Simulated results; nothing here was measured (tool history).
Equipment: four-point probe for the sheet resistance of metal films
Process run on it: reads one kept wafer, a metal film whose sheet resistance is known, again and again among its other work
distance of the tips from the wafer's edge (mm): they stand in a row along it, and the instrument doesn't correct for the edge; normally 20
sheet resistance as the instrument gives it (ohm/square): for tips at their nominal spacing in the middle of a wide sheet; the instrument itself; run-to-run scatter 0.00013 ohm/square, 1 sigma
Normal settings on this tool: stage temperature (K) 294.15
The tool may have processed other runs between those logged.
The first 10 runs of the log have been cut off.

run   hour  stage temperature (K)  distance of the tips from the wafer's edge (mm)  touches since the probe head was changed  hours of work since the stage's thermometer was calibrated  sheet resistance as the instrument gives it (ohm/square)
 11  165.3                 294.15                                               20                                     14484                                                          29                                                  0.643033
 12  190.9                 294.15                                               20                                     14821                                                          43                                                  0.643031
 13  203.1                 294.15                                               20                                     14983                                                          50                                                   0.64319
 14  213.9                 294.15                                               20                                     15126                                                          56                                                  0.643123
 15  230.6                 305.15                                               20                                     15346                                                          66                                                  0.643185
     236.8  -- stage's thermometer calibrated, once more
 16  251.9                 305.15                                               20                                     15622                                                           9                                                  0.644148
 17  269.5                 305.15                                               20                                     15854                                                          19                                                  0.644247
 18  294.8                 305.15                                               20                                     16189                                                          33                                                  0.644432
 19  306.3                 297.15                                               56                                     16341                                                          39                                                   0.64356
 20  319.7                 297.15                                               56                                     16519                                                          47                                                  0.643954
 21  336.1                 306.15                                                3                                     16734                                                          56                                                  0.659309
 22  357.2                 294.15                                               10                                     17014                                                          68                                                  0.645058
 23  368.1                 294.15                                               10                                     17157                                                          74                                                  0.645179
 24  389.4                 292.15                                               37                                     17440                                                          87                                                  0.643836
 25    408                 297.15                                               20                                     17686                                                          97                                                  0.644112
 26  425.9                 297.15                                               20                                     17922                                                         107                                                  0.644136

What does the tool deliver on the next run?
 27  443.6                 300.15                                               66                                     18156                                                         117                                                         ?

sheet resistance as the instrument gives it (ohm/square): 0.644017
The same run, on a tool lacking any hidden state, would have yielded sheet resistance as the instrument gives it (ohm/square) 0.640975.

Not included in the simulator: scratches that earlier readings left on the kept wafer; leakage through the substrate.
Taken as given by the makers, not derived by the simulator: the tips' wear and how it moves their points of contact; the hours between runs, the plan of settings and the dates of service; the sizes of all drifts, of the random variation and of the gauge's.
